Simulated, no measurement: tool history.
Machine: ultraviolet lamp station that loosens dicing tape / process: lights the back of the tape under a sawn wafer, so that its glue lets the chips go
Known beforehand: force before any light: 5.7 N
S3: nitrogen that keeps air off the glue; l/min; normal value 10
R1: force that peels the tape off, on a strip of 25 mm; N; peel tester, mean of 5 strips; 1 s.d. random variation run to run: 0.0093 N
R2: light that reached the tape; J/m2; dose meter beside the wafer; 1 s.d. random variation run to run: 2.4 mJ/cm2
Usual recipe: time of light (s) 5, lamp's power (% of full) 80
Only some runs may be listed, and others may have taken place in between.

run 1 hour=0 | time_of_light_(s)=5 lamp's_power_(%_of_full)=80 S3=10 | R1=0.378 R2=2820
run 2 hour=6 | time_of_light_(s)=5 lamp's_power_(%_of_full)=80 S3=10 | R1=0.396 R2=2730
run 3 hour=12.7 | time_of_light_(s)=5 lamp's_power_(%_of_full)=80 S3=10 | R1=0.391 R2=2790
run 4 hour=18.1 | time_of_light_(s)=5 lamp's_power_(%_of_full)=80 S3=10 | R1=0.409 R2=2780
run 5 hour=22 | time_of_light_(s)=5 lamp's_power_(%_of_full)=80 S3=10 | R1=0.383 R2=2770
run 6 hour=26 | time_of_light_(s)=5 lamp's_power_(%_of_full)=80 S3=10 | R1=0.401 R2=2740
run 7 hour=32.5 | time_of_light_(s)=5 lamp's_power_(%_of_full)=80 S3=10 | R1=0.392 R2=2780
run 8 hour=37.1 | time_of_light_(s)=5 lamp's_power_(%_of_full)=80 S3=7 | R1=0.516 R2=2800
run 9 hour=46.6 | time_of_light_(s)=5 lamp's_power_(%_of_full)=80 S3=13 | R1=0.346 R2=2780
run 10 hour=52.3 | time_of_light_(s)=5 lamp's_power_(%_of_full)=80 S3=10 | R1=0.378 R2=2780
run 11 hour=58.5 | time_of_light_(s)=5 lamp's_power_(%_of_full)=80 S3=10 | R1=0.376 R2=2800
run 12 hour=62.5 | time_of_light_(s)=5 lamp's_power_(%_of_full)=80 S3=10 | R1=0.389 R2=2710
run 13 hour=72 | time_of_light_(s)=5 lamp's_power_(%_of_full)=80 S3=10 | R1=0.4 R2=2750
run 14 hour=80.6 | time_of_light_(s)=5 lamp's_power_(%_of_full)=80 S3=10 | R1=0.389 R2=2790
run 15 hour=86.9 | time_of_light_(s)=5 lamp's_power_(%_of_full)=80 S3=3 | R1=0.883 R2=2730
run 16 hour=91.7 | time_of_light_(s)=5 lamp's_power_(%_of_full)=80 S3=3 | R1=0.866 R2=2750
run 17 hour=100.4 | time_of_light_(s)=5 lamp's_power_(%_of_full)=80 S3=3 | R1=0.89 R2=2750
run 18 hour=104.8 | time_of_light_(s)=5 lamp's_power_(%_of_full)=80 S3=3 | R1=0.88 R2=2770
run 19 hour=111.6 | time_of_light_(s)=5 lamp's_power_(%_of_full)=80 S3=3 | R1=0.907 R2=2780
run 20 hour=121.2 | time_of_light_(s)=9 lamp's_power_(%_of_full)=97 S3=11 | R1=0.154 R2=5990
run 21 hour=129 | time_of_light_(s)=5 lamp's_power_(%_of_full)=64 S3=11 | R1=0.578 R2=2190

For run 22, what comes out?
run 22 hour=136.5 | time_of_light_(s)=6 lamp's_power_(%_of_full)=80 S3=10 | R1=? R2=?

Logged for run 22: R1 0.275 N, R2 3330 J/m2.
Had the tool carried no hidden state, the very same run would have given R1 0.274 N, R2 3340 J/m2.
